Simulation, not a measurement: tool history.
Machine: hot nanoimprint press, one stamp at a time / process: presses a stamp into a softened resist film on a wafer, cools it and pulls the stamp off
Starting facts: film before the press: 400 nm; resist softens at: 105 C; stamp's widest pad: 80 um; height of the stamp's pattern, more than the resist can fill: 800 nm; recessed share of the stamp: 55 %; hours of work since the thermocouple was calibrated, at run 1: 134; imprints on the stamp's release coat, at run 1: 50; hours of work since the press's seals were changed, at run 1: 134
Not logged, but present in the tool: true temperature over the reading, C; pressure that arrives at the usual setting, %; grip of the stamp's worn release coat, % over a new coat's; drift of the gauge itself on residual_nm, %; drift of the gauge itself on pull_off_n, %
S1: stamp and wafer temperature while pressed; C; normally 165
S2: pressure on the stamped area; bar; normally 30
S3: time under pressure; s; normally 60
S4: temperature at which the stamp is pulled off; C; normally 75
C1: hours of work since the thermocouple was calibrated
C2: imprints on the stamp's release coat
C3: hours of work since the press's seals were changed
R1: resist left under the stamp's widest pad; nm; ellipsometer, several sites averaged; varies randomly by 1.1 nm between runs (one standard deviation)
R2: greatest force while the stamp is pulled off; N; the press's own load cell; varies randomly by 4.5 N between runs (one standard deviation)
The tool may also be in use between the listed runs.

run,hour,S1,S2,S3,S4,C1,C2,C3,R1,R2
1,0,165,30,60,75,134,50,134,164.3,228
2,27.9,157,30,60,75,152,110,152,229.6,218
3,57.9,157,30,60,75,170,175,170,227.3,227
4,98.8,157,30,66,75,195,262,195,224.2,226
5,120.3,157,30,66,75,209,309,209,224.4,217
6,160.9,157,30,73,75,234,396,234,215.3,221
7,194.6,157,30,73,75,254,468,254,216.4,230
8,230.6,157,30,73,75,277,545,277,214.1,225
9,266.5,165,46.1,60,75,299,622,299,131.2,228
10,284.7,165,46.1,60,75,310,661,310,131.8,229
11,326,156,46.1,60,75,336,750,336,195.8,225
12,355.7,156,46.1,60,75,354,814,354,195.2,221
# hour 372.2: stamp cleaned and given a new release coat
13,399.2,156,46.1,60,75,377,58,377,194.3,228
# hour 422.6: plate thermocouple calibrated
14,442.5,156,46.1,60,75,12,144,402,197.5,223
15,468.4,156,46.1,60,75,28,200,418,199.1,224
16,494.4,159,30,60,61,44,255,434,211,270
17,514.9,165,32.9,60,72,57,299,447,156,235
18,546.3,165,32.9,60,72,76,367,466,157.8,238
19,578,159,30,60,61,96,435,485,212.1,272
20,614.7,159,30,60,61,119,514,508,209.4,277
21,653.4,165,30.3,60,80,142,597,532,163.5,207
22,682.9,165,34.6,107,75,161,660,550,121.5,231
23,703,171,35.6,33,76,173,703,563,147.4,224
# hour 725.6: press's hydraulic seals changed and the load cell set to zero
24,734.4,156,45,60,71,187,753,5,200.2,236
25,755.5,165,30,60,80,200,799,18,164.6,210
# hour 775.6: stamp cleaned and given a new release coat
26,792.7,165,43.4,60,80,220,37,38,134.4,209
27,812.1,165,42.4,118,62,232,78,50,103.7,276
28,841,163,41.4,118,62,249,140,68,118.1,261
29,864.7,165,30,114,75,264,191,82,128.3,222
30,888.4,165,43.3,118,75,279,242,97,104.6,221

Forecast each of these 4 alternatives for the next run:
A,906.9,165,30,60,81,290,282,108,?,?
B,906.9,154,30,45,75,290,282,108,?,?
C,906.9,165,31.3,60,75,290,282,108,?,?
D,906.9,165,30,60,67,290,282,108,?,?

run,R1,R2
A,163.1,204
B,281.4,228
C,160.4,221
D,164.3,255
With no hidden state in the tool, these same runs would have given:
run,R1,R2
A,163,204
B,281.3,227
C,160.2,220
D,164.2,255
